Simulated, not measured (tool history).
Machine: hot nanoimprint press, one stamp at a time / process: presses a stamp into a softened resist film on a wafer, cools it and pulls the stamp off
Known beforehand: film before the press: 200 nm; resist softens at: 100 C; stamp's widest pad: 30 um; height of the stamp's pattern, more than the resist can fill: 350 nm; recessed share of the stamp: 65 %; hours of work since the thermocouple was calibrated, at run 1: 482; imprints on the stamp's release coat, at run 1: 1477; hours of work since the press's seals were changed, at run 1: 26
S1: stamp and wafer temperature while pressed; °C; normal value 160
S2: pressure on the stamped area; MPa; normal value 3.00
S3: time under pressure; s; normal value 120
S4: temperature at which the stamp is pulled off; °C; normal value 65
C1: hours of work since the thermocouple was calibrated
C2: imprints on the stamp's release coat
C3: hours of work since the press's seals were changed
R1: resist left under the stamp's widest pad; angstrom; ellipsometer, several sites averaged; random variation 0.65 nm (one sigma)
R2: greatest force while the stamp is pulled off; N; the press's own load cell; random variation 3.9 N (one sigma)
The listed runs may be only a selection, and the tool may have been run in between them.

| run | hour | S1 | S2 | S3 | S4 | C1 | C2 | C3 | R1 | R2 |
|---|---|---|---|---|---|---|---|---|---|---|
| 1 | 0.0 | 160 | 3.00 | 120 | 65 | 482 | 1477 | 26 | 765 | 222 |
| 2 | 14.7 | 160 | 3.00 | 120 | 65 | 489 | 1499 | 33 | 762 | 215 |
| 3 | 32.0 | 160 | 3.00 | 120 | 65 | 497 | 1524 | 41 | 768 | 225 |
| 4 | 44.6 | 160 | 3.00 | 120 | 65 | 503 | 1542 | 47 | 786 | 229 |
| 5 | 60.7 | 160 | 3.00 | 200 | 65 | 510 | 1565 | 54 | 623 | 221 |
| 6 | 82.1 | 160 | 3.00 | 120 | 70 | 520 | 1596 | 64 | 770 | 213 |
| 7 | 96.7 | 160 | 3.00 | 120 | 70 | 526 | 1617 | 70 | 784 | 207 |
| 8 | 119.7 | 160 | 3.00 | 120 | 70 | 537 | 1650 | 81 | 771 | 211 |
| 9 | 136.4 | 160 | 3.00 | 120 | 70 | 544 | 1674 | 88 | 774 | 216 |
| 10 | 159.5 | 160 | 3.00 | 120 | 70 | 555 | 1707 | 99 | 782 | 209 |
| 11 | 176.2 | 162 | 3.00 | 120 | 73 | 562 | 1732 | 106 | 682 | 203 |
| 12 | 194.6 | 154 | 3.00 | 152 | 65 | 571 | 1758 | 115 | 1030 | 219 |
| 13 | 208.7 | 151 | 3.00 | 120 | 59 | 577 | 1778 | 121 | 1331 | 246 |
|  | 230.0 | plate thermocouple calibrated |
| 14 | 236.3 | 161 | 3.00 | 120 | 53 | 3 | 1814 | 132 | 676 | 266 |
| 15 | 251.6 | 160 | 1.93 | 61 | 52 | 10 | 1836 | 139 | 1137 | 267 |
| 16 | 276.0 | 160 | 1.93 | 61 | 52 | 21 | 1871 | 150 | 1144 | 252 |
| 17 | 297.1 | 160 | 4.59 | 61 | 64 | 31 | 1902 | 160 | 766 | 221 |
|  | 310.6 | stamp cleaned and given a new release coat |
| 18 | 328.6 | 165 | 4.38 | 61 | 64 | 42 | 26 | 172 | 571 | 199 |
| 19 | 351.5 | 156 | 1.81 | 170 | 63 | 52 | 59 | 182 | 1041 | 193 |

Some steps in R1, run to run, broken into two amounts with sign: the step expected even without the hidden condition (settings, incoming material, random variation), and the rest, left for the hidden condition together with whatever gauge scatter is not in both the measured and the hidden-condition-free result:
The hidden state here: true temperature over the reading, C; pressure that arrives at the usual setting, %; grip of the stamp's worn release coat, % over a new coat's; drift of the gauge itself on residual_nm, %; drift of the gauge itself on pull_off_n, %.
Run 13 -> 14: S1 151 -> 161, S4 59 -> 53, plate thermocouple calibrated. R1 -655 angstrom: hidden state -94, all else -561.
